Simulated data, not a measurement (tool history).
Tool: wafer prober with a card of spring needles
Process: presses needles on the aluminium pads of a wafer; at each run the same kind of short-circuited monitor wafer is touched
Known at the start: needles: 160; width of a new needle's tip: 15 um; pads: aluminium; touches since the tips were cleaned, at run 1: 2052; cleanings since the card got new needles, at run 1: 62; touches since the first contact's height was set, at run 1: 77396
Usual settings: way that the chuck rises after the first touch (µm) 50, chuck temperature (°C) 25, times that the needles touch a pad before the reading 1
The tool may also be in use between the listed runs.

run   hour  way that the chuck rises after the first touch (µm)  chuck temperature (°C)  times that the needles touch a pad before the reading  touches since the tips were cleaned  cleanings since the card got new needles  touches since the first contact's height was set  resistance of one needle with its contact and lead (mohm)  way that a needle slides on the pad (µm)
  1    0.0                                                   50                      25                                                      1                                 2052                                        62                                             77396                                                        251                                     11.68
       1.0  -- tips cleaned on abrasive film
       9.0  -- tips cleaned on abrasive film
  2   13.9                                                   50                      25                                                      1                                 1521                                        64                                             81647                                                        243                                     11.80
      17.8  -- tips cleaned on abrasive film
      25.5  -- tips cleaned on abrasive film
  3   28.7                                                   50                      25                                                      1                                 1000                                        66                                             86168                                                        238                                     11.59
      33.4  -- tips cleaned on abrasive film
      41.0  -- tips cleaned on abrasive film
  4   41.3                                                   50                      25                                                      2                                   93                                        68                                             90007                                                        221                                     11.61
  5   48.3                                                   68                      25                                                      1                                 2244                                        68                                             92158                                                        241                                     16.00
      49.5  -- tips cleaned on abrasive film
      57.3  -- tips cleaned on abrasive film
  6   57.6                                                   68                      25                                                      1                                  103                                        70                                             94977                                                        220                                     15.91
      65.0  -- height of the first contact set anew
      66.2  -- tips cleaned on abrasive film
  7   68.1                                                   68                      25                                                      1                                  600                                        71                                               915                                                        222                                     16.59
      73.8  -- tips cleaned on abrasive film
  8   74.8                                                   68                      25                                                      1                                  303                                        72                                              2952                                                        223                                     16.47
      81.5  -- tips cleaned on abrasive film
  9   88.8                                                   68                      25                                                      1                                 2251                                        73                                              7254                                                        234                                     16.59
      89.7  -- tips cleaned on abrasive film
      97.4  -- tips cleaned on abrasive film
 10   97.4                                                   50                      25                                                      2                                    4                                        75                                              9857                                                        223                                     12.08
     105.9  -- tips cleaned on abrasive film
 11  110.4                                                   50                      25                                                      2                                 1414                                        76                                             13863                                                        237                                     12.11
     113.7  -- tips cleaned on abrasive film
 12  119.5                                                   40                      32                                                      3                                 1796                                        77                                             16641                                                        236                                      9.66
     122.3  -- tips cleaned on abrasive film
     130.0  -- tips cleaned on abrasive film
 13  133.8                                                   40                      32                                                      3                                 1200                                        79                                             21020                                                        232                                      9.69
     137.9  -- tips cleaned on abrasive film
 14  141.7                                                   40                      32                                                      3                                 1171                                        80                                             23416                                                        235                                      9.75
     145.5  -- tips cleaned on abrasive film
 15  149.5                                                   39                      57                                                      3                                 1228                                        81                                             25799                                                        242                                      9.23
     153.8  -- tips cleaned on abrasive film
 16  156.2                                                   63                      44                                                      2                                  726                                        82                                             27839                                                        230                                     15.23
     161.8  -- tips cleaned on abrasive film
     169.5  -- tips cleaned on abrasive film
 17  169.5                                                   63                      44                                                      2                                    0                                        84                                             31889                                                        224                                     15.12
     178.0  -- tips cleaned on abrasive film
 18  181.2                                                   63                      44                                                      2                                 1005                                        85                                             35494                                                        230                                     15.25
     186.2  -- tips cleaned on abrasive film
 19  192.8                                                   53                      44                                                      2                                 2042                                        86                                             39042                                                        240                                     12.77

Some steps in resistance of one needle with its contact and lead (mohm) between neighbouring runs. How much of each would the tool show without its hidden state too (settings, what came in, random variation), and how much is left for the hidden state, with any gauge scatter that isn't in both results?
The hidden state here: debris on the tips, nm; way that the needles fall short of the set height, um; tips' diameter, um; drift of the gauge itself on contact_mohm, %; drift of the gauge itself on scrub_um, %.
Run 4 -> 5: way that the chuck rises after the first touch (µm) 50 -> 68, times that the needles touch a pad before the reading 2 -> 1. resistance of one needle with its contact and lead (mohm) +20: hidden state +19, all else +1.
Run 5 -> 6: tips cleaned on abrasive film, tips cleaned on abrasive film. resistance of one needle with its contact and lead (mohm) -21: hidden state -19, all else -2.
